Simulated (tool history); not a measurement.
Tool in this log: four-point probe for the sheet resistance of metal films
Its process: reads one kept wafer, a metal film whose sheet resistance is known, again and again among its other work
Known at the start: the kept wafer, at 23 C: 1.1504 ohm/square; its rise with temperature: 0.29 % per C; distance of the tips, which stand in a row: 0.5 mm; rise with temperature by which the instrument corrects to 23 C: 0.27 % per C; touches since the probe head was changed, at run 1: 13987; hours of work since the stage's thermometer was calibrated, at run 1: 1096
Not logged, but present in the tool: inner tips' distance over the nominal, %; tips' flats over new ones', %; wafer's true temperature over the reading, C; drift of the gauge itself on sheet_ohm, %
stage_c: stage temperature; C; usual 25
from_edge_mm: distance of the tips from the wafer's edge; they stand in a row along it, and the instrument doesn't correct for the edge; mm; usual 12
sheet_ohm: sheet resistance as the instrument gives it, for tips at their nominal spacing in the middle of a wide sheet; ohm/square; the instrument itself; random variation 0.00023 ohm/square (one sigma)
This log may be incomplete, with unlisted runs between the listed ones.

run     day  stage_c  from_edge_mm  touches since the probe head was changed  hours of work since the stage's thermometer was calibrated  sheet_ohm
  1       0       25            12                                     13987                                                        1096   1.149962
  2   2.946       25            66                                     17277                                                        1150    1.14895
  3   5.725       25            66                                     20379                                                        1201   1.148724
  4   7.629       25            66                                     22506                                                        1235   1.147889
  5  10.296       25            66                                     25480                                                        1284   1.147507
  6  13.875       25            12                                     29478                                                        1349   1.148483
  7  15.954       25            12                                     31801                                                        1387   1.148238
  8  18.458       25            12                                     34594                                                        1433    1.14795
     20.617  -- stage's thermometer calibrated
  9  21.429       25            12                                     37888                                                          15   1.147573
 10  23.354       25            12                                     40039                                                          50   1.147915
 11  25.433       25            12                                     42360                                                          88   1.147257
 12  27.179       25             5                                     44310                                                         120   1.152787
 13  30.133       27            40                                     47609                                                         174   1.146416
 14  31.746       27             4                                     49409                                                         203   1.155864
 15  34.546       33            35                                     52534                                                         254   1.147769
 16  36.171       33            35                                     54350                                                         284   1.147616
 17  37.904       19             3                                     56286                                                         315   1.159723
 18  40.121       24            14                                     58760                                                         356   1.145285

Run 19 comes next. What will it give?
 19  41.9       26             4                                     60748                                                         388          ?

{"run 19": {"sheet_ohm": 1.154001}}
Minus the tool's unlogged condition, the same run would have read sheet_ohm 1.160632 ohm/square.
